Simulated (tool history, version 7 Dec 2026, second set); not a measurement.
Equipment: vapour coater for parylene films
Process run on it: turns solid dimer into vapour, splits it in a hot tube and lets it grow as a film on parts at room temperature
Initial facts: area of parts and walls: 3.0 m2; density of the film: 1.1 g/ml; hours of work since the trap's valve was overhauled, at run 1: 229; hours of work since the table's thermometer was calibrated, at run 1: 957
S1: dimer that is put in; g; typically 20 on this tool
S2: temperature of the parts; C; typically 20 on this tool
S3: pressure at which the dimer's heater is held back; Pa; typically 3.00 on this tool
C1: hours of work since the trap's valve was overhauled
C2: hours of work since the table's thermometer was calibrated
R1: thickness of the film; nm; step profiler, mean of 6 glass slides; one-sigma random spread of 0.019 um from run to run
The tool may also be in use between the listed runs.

run	day	S1	S2	S3	C1	C2	R1
1	0.000	20	20	3.00	229	957	4650
2	1.729	17	20	3.00	251	978	3960
3	3.542	20	20	3.00	273	1000	4630
4	5.371	20	20	3.00	295	1022	4630
5	7.458	20	20	3.00	321	1048	4670
6	8.862	20	20	3.77	338	1065	4550
7	9.812	20	20	3.77	350	1077	4520
8	11.542	14	20	3.00	371	1098	3230
9	12.975	14	20	3.00	388	1115	3240
10	14.167	14	20	3.00	403	1130	3260
# day 15.362: trap's valve overhauled
11	15.808	20	20	3.00	6	1148	4650
12	17.800	20	20	3.00	30	1173	4660
13	19.533	20	20	3.00	51	1194	4630
14	21.521	20	20	9.34	75	1218	4180
15	22.633	8	20	8.62	89	1232	1680
16	23.879	19	15	2.24	104	1247	5680
17	26.046	20	27	3.00	131	1274	3360
18	27.775	12	20	2.43	152	1295	2870
19	29.788	12	20	2.43	177	1319	2850
20	30.746	32	15	11.65	188	1331	8180
21	32.717	32	20	2.89	213	1355	7470
22	34.133	18	13	10.93	230	1373	5150
23	36.125	11	14	2.04	254	1397	3270
24	38.196	10	31	3.01	280	1422	1390
25	39.975	11	12	3.31	302	1444	3270

What will run 26 give?
26	41.338	11	12	3.31	318	1461	?

R1: 3280 nm
With the hidden condition absent and the run-to-run variation left alone, this run would have shown R1 3280 nm.
